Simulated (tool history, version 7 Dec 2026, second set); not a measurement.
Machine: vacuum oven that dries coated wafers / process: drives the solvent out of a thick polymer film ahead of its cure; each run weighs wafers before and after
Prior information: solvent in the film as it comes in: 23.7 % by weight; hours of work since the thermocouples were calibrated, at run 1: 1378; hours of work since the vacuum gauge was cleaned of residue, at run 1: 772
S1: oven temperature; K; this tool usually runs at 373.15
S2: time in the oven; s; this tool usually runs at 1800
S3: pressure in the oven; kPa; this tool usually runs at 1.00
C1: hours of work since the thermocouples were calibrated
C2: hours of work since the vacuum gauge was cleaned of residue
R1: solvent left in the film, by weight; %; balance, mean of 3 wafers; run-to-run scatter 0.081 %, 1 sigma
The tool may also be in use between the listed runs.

run 1 hour=0.0 | S1=373.15 S2=1800 S3=1.00 | C1=1378 C2=772 | R1=6.15
run 2 hour=62.6 | S1=373.15 S2=1800 S3=1.00 | C1=1426 C2=820 | R1=6.28
run 3 hour=97.8 | S1=373.15 S2=1800 S3=1.00 | C1=1453 C2=847 | R1=6.17
run 4 hour=156.5 | S1=373.15 S2=1800 S3=1.00 | C1=1498 C2=892 | R1=6.26
run 5 hour=225.0 | S1=373.15 S2=1800 S3=1.00 | C1=1550 C2=944 | R1=6.23
run 6 hour=262.6 | S1=373.15 S2=1800 S3=1.00 | C1=1579 C2=973 | R1=6.23
run 7 hour=321.7 | S1=373.15 S2=1800 S3=1.00 | C1=1624 C2=1018 | R1=6.25
run 8 hour=367.2 | S1=373.15 S2=1800 S3=1.00 | C1=1659 C2=1053 | R1=6.20
run 9 hour=405.8 | S1=369.15 S2=1800 S3=1.00 | C1=1688 C2=1082 | R1=7.77
run 10 hour=435.4 | S1=373.15 S2=1800 S3=1.00 | C1=1711 C2=1105 | R1=6.26
run 11 hour=493.2 | S1=373.15 S2=1800 S3=1.00 | C1=1755 C2=1149 | R1=6.21
-- hour=510.1 oven's thermocouples calibrated
run 12 hour=550.9 | S1=373.15 S2=1800 S3=0.70 | C1=31 C2=1192 | R1=7.02
run 13 hour=620.4 | S1=373.15 S2=1800 S3=0.70 | C1=84 C2=1245 | R1=7.16
run 14 hour=680.4 | S1=373.15 S2=1800 S3=0.70 | C1=130 C2=1291 | R1=7.27
run 15 hour=749.1 | S1=373.15 S2=1800 S3=0.70 | C1=183 C2=1343 | R1=7.11
run 16 hour=804.7 | S1=373.15 S2=1800 S3=3.84 | C1=225 C2=1386 | R1=11.62
run 17 hour=872.5 | S1=373.15 S2=1800 S3=3.84 | C1=277 C2=1437 | R1=11.67
run 18 hour=906.4 | S1=373.15 S2=1800 S3=3.84 | C1=303 C2=1463 | R1=11.42
run 19 hour=965.4 | S1=373.15 S2=1800 S3=3.84 | C1=348 C2=1508 | R1=11.51
run 20 hour=1000.3 | S1=373.15 S2=1140 S3=1.04 | C1=375 C2=1535 | R1=10.36
run 21 hour=1060.9 | S1=382.15 S2=1860 S3=1.00 | C1=421 C2=1581 | R1=4.08
run 22 hour=1106.9 | S1=382.15 S2=1860 S3=1.32 | C1=456 C2=1616 | R1=4.42
run 23 hour=1148.9 | S1=383.15 S2=1740 S3=0.52 | C1=488 C2=1649 | R1=3.57
-- hour=1155.2 vacuum gauge cleaned of residue and calibrated
run 24 hour=1199.7 | S1=372.15 S2=2100 S3=2.73 | C1=526 C2=34 | R1=9.99
run 25 hour=1232.3 | S1=359.15 S2=1020 S3=1.00 | C1=551 C2=59 | R1=16.44
run 26 hour=1305.2 | S1=363.15 S2=1020 S3=3.34 | C1=606 C2=115 | R1=18.24
run 27 hour=1350.5 | S1=361.15 S2=900 S3=3.34 | C1=641 C2=149 | R1=19.05
run 28 hour=1402.5 | S1=361.15 S2=900 S3=3.34 | C1=681 C2=189 | R1=18.97
run 29 hour=1474.0 | S1=361.15 S2=900 S3=3.34 | C1=735 C2=244 | R1=18.76
run 30 hour=1518.1 | S1=378.15 S2=900 S3=0.51 | C1=769 C2=277 | R1=9.24
-- hour=1576.0 vacuum gauge cleaned of residue and calibrated, once more
run 31 hour=1589.0 | S1=358.15 S2=900 S3=0.51 | C1=822 C2=10 | R1=15.24
run 32 hour=1641.3 | S1=372.15 S2=960 S3=0.77 | C1=862 C2=50 | R1=10.42
run 33 hour=1697.5 | S1=372.15 S2=960 S3=0.77 | C1=905 C2=93 | R1=10.32
run 34 hour=1733.0 | S1=359.15 S2=2880 S3=1.55 | C1=932 C2=120 | R1=10.17
run 35 hour=1800.8 | S1=373.15 S2=1020 S3=1.00 | C1=984 C2=172 | R1=9.69
run 36 hour=1830.4 | S1=387.15 S2=1500 S3=1.00 | C1=1006 C2=194 | R1=2.49
run 37 hour=1886.4 | S1=374.15 S2=1020 S3=0.73 | C1=1049 C2=237 | R1=8.97

Below, each run's measurement less what the same run would have read without the hidden state. Both values contain the same run-to-run variation, but the gauge's scatter may not be the same in both:
Unlogged tool condition in this case: true wafer temperature over the reading, C; true pressure over the reading, kPa; drift of the gauge itself on solvent_pct, %.
run=1 R1=-0.53
run=2 R1=-0.55
run=3 R1=-0.56
run=4 R1=-0.58
run=5 R1=-0.58
run=6 R1=-0.58
run=7 R1=-0.58
run=8 R1=-0.58
run=9 R1=-0.63
run=10 R1=-0.59
run=11 R1=-0.60
run=12 R1=+0.72
run=13 R1=+0.73
run=14 R1=+0.74
run=15 R1=+0.72
run=16 R1=+0.67
run=17 R1=+0.65
run=18 R1=+0.64
run=19 R1=+0.64
run=20 R1=+0.51
run=21 R1=+0.64
run=22 R1=+0.63
run=23 R1=+0.62
run=24 R1=+1.09
run=25 R1=+0.98
run=26 R1=+0.86
run=27 R1=+0.84
run=28 R1=+0.84
run=29 R1=+0.82
run=30 R1=+0.52
run=31 R1=-0.53
run=32 R1=-0.74
run=33 R1=-0.75
run=34 R1=-0.87
run=35 R1=-0.78
run=36 R1=-0.44
run=37 R1=-0.80

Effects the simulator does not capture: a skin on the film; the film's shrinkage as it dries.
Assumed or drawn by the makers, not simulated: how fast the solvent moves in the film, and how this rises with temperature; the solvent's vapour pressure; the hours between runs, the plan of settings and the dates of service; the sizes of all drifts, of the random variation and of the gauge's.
